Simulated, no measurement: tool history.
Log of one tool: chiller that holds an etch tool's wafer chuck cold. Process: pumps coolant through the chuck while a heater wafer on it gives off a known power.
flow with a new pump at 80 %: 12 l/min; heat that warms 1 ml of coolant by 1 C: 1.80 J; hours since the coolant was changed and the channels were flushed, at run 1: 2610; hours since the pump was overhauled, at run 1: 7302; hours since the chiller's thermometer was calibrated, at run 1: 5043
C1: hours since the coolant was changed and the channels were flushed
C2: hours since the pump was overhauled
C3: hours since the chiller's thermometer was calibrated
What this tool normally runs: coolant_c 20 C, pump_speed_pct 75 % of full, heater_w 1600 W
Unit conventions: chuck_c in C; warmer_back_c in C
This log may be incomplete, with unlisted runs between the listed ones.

{"run": 1, "hour": 0.0, "coolant_c": 20, "pump_speed_pct": 75, "heater_w": 1600, "C1": 2610, "C2": 7302, "C3": 5043, "chuck_c": 31.0, "warmer_back_c": 5.61}
{"run": 2, "hour": 84.7, "coolant_c": 20, "pump_speed_pct": 75, "heater_w": 1600, "C1": 2695, "C2": 7387, "C3": 5128, "chuck_c": 31.1, "warmer_back_c": 5.65}
{"hour": 96.8, "done": "chiller's thermometer calibrated"}
{"run": 3, "hour": 177.7, "coolant_c": 20, "pump_speed_pct": 75, "heater_w": 1600, "C1": 2787, "C2": 7479, "C3": 81, "chuck_c": 31.6, "warmer_back_c": 5.64}
{"run": 4, "hour": 277.9, "coolant_c": 20, "pump_speed_pct": 75, "heater_w": 1600, "C1": 2887, "C2": 7579, "C3": 181, "chuck_c": 31.6, "warmer_back_c": 5.72}
{"run": 5, "hour": 457.1, "coolant_c": 20, "pump_speed_pct": 75, "heater_w": 2315, "C1": 3066, "C2": 7758, "C3": 360, "chuck_c": 36.9, "warmer_back_c": 8.29}
{"run": 6, "hour": 579.4, "coolant_c": 20, "pump_speed_pct": 75, "heater_w": 2315, "C1": 3188, "C2": 7880, "C3": 483, "chuck_c": 36.9, "warmer_back_c": 8.25}
{"run": 7, "hour": 709.6, "coolant_c": 20, "pump_speed_pct": 65, "heater_w": 1032, "C1": 3319, "C2": 8011, "C3": 613, "chuck_c": 28.5, "warmer_back_c": 4.4}
{"run": 8, "hour": 807.2, "coolant_c": 20, "pump_speed_pct": 65, "heater_w": 1032, "C1": 3416, "C2": 8108, "C3": 710, "chuck_c": 28.2, "warmer_back_c": 4.36}
{"run": 9, "hour": 956.9, "coolant_c": 20, "pump_speed_pct": 75, "heater_w": 1696, "C1": 3566, "C2": 8258, "C3": 860, "chuck_c": 32.5, "warmer_back_c": 6.14}
{"run": 10, "hour": 1078.3, "coolant_c": 27, "pump_speed_pct": 66, "heater_w": 1376, "C1": 3687, "C2": 8379, "C3": 982, "chuck_c": 37.9, "warmer_back_c": 5.69}
{"run": 11, "hour": 1168.9, "coolant_c": 14, "pump_speed_pct": 73, "heater_w": 1344, "C1": 3778, "C2": 8470, "C3": 1072, "chuck_c": 24.0, "warmer_back_c": 4.99}

Entry by entry between the runs, the difference in hidden state between the last listed run before and the first listed run after:
In the gap between runs 2 and 3: chiller's thermometer calibrated (hour 96.8)
  heat passed by the chuck's channels, % of clean ones': 96.2 -> 96.1; flow at a given pump speed, % of a new pump's: 84.2 -> 84; coolant's true temperature over the reading, C: -0.59 -> -0.08
  the result without the hidden state subtracted from the measured one, chuck_c: +0.8 -> +1.4 C; warmer_back_c: +0.89 -> +0.91 C
